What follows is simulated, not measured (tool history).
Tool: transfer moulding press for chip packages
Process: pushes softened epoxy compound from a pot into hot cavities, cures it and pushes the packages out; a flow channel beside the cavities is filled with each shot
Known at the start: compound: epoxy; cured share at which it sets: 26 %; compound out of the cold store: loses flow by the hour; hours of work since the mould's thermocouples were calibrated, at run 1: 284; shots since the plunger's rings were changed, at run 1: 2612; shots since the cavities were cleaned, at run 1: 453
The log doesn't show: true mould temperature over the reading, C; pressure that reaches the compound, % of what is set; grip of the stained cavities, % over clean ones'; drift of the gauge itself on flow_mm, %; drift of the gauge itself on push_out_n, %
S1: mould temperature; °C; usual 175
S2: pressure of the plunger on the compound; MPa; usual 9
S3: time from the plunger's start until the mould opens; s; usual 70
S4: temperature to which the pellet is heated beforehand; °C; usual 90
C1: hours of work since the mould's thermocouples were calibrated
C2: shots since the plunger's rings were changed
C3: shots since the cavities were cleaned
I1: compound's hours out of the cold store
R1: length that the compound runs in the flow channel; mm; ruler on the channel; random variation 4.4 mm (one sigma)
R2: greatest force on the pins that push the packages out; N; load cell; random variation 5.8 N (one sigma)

| run | day | S1 | S2 | S3 | S4 | C1 | C2 | C3 | I1 | R1 | R2 |
|---|---|---|---|---|---|---|---|---|---|---|---|
| 1 | 0 | 175 | 9 | 70 | 90 | 284 | 2612 | 453 | 23.9 | 654 | 348 |
| 2 | 0.817 | 175 | 9 | 70 | 90 | 297 | 2940 | 781 | 44.3 | 597 | 376 |
|  | 0.929 | cavities cleaned with cleaning compound and waxed |
| 3 | 1.888 | 175 | 9 | 70 | 93 | 312 | 3344 | 384 | 26.5 | 642 | 343 |
|  | 3.046 | cavities cleaned with cleaning compound and waxed |
| 4 | 3.129 | 179 | 9 | 70 | 90 | 330 | 3817 | 33 | 14.4 | 666 | 197 |
| 5 | 3.879 | 179 | 7.91 | 70 | 90 | 342 | 4118 | 334 | 20.7 | 585 | 273 |
| 6 | 4.75 | 179 | 7.91 | 70 | 90 | 356 | 4468 | 684 | 39 | 536 | 325 |
|  | 5.112 | cavities cleaned with cleaning compound and waxed |
| 7 | 5.504 | 167 | 9 | 70 | 90 | 366 | 4746 | 158 | 21.1 | 645 | 464 |
| 8 | 6.446 | 167 | 9 | 70 | 90 | 381 | 5124 | 536 | 25.5 | 630 | 590 |
|  | 7.138 | cavities cleaned with cleaning compound and waxed |
| 9 | 7.65 | 172 | 9 | 70 | 90 | 398 | 5581 | 205 | 30.8 | 596 | 342 |
| 10 | 8.729 | 175 | 9 | 70 | 90 | 415 | 6014 | 638 | 48 | 542 | 357 |
|  | 9.025 | plunger's sealing rings changed |
|  | 9.296 | cavities cleaned with cleaning compound and waxed |
| 11 | 9.662 | 175 | 9 | 70 | 90 | 427 | 230 | 147 | 19.1 | 705 | 278 |
| 12 | 10.375 | 175 | 9 | 70 | 90 | 438 | 515 | 432 | 13.7 | 712 | 349 |
|  | 11.329 | cavities cleaned with cleaning compound and waxed |
| 13 | 11.329 | 175 | 9 | 70 | 90 | 452 | 875 | 0 | 36.9 | 650 | 204 |
| 14 | 12.396 | 175 | 9 | 70 | 90 | 468 | 1302 | 427 | 20.9 | 687 | 343 |
| 15 | 13.267 | 175 | 9 | 70 | 90 | 482 | 1651 | 776 | 29.2 | 654 | 386 |
|  | 13.4 | cavities cleaned with cleaning compound and waxed |
| 16 | 14.183 | 172 | 7.74 | 67 | 90 | 495 | 1995 | 316 | 13.4 | 653 | 436 |
| 17 | 14.958 | 172 | 7.74 | 67 | 90 | 507 | 2305 | 626 | 12.8 | 654 | 492 |
|  | 15.417 | cavities cleaned with cleaning compound and waxed |
| 18 | 15.692 | 175 | 9.32 | 70 | 90 | 517 | 2575 | 111 | 14.5 | 694 | 258 |
| 19 | 16.804 | 167 | 9.12 | 66 | 83 | 535 | 3022 | 558 | 12.8 | 709 | 728 |
|  | 17.438 | cavities cleaned with cleaning compound and waxed |
| 20 | 17.608 | 175 | 7.89 | 70 | 90 | 546 | 3318 | 67 | 22.4 | 601 | 241 |
| 21 | 18.775 | 175 | 9.57 | 70 | 83 | 564 | 3786 | 535 | 8.7 | 704 | 395 |
|  | 19.467 | cavities cleaned with cleaning compound and waxed |
| 22 | 19.738 | 175 | 9.07 | 56 | 91 | 578 | 4148 | 109 | 41.4 | 588 | 391 |
| 23 | 20.575 | 175 | 9.07 | 56 | 91 | 591 | 4483 | 444 | 42.1 | 586 | 535 |
| 24 | 21.262 | 182 | 9 | 65 | 96 | 602 | 4760 | 721 | 8.2 | 652 | 315 |
|  | 21.492 | cavities cleaned with cleaning compound and waxed |
| 25 | 22.067 | 176 | 9 | 70 | 90 | 613 | 5057 | 230 | 13.3 | 650 | 296 |
| 26 | 23.121 | 176 | 9 | 70 | 90 | 630 | 5481 | 654 | 30.6 | 594 | 355 |
|  | 23.567 | cavities cleaned with cleaning compound and waxed |
| 27 | 23.742 | 176 | 9 | 82 | 90 | 638 | 5704 | 70 | 28.1 | 599 | 211 |
| 28 | 24.421 | 176 | 9 | 82 | 90 | 649 | 5977 | 343 | 43.5 | 543 | 260 |
|  | 24.817 | plunger's sealing rings changed |
|  | 25.733 | cavities cleaned with cleaning compound and waxed |
| 29 | 25.746 | 176 | 9 | 82 | 90 | 667 | 348 | 4 | 36 | 652 | 169 |

3 ways to go on from here, each from the tool as it stands after run 29. What would each give?
| A | 26.412 | 175 | 9 | 66 | 90 | 677 | 616 | 272 | 27.1 | ? | ? |
| B | 26.412 | 175 | 8.1 | 70 | 82 | 677 | 616 | 272 | 42.1 | ? | ? |
| C | 26.412 | 173 | 9 | 82 | 90 | 677 | 616 | 272 | 32.7 | ? | ? |

| run | R1 | R2 |
|---|---|---|
| A | 667 | 320 |
| B | 596 | 315 |
| C | 659 | 256 |
Without the tool's hidden state the same runs would have given:
| run | R1 | R2 |
|---|---|---|
| A | 681 | 225 |
| B | 608 | 222 |
| C | 673 | 176 |
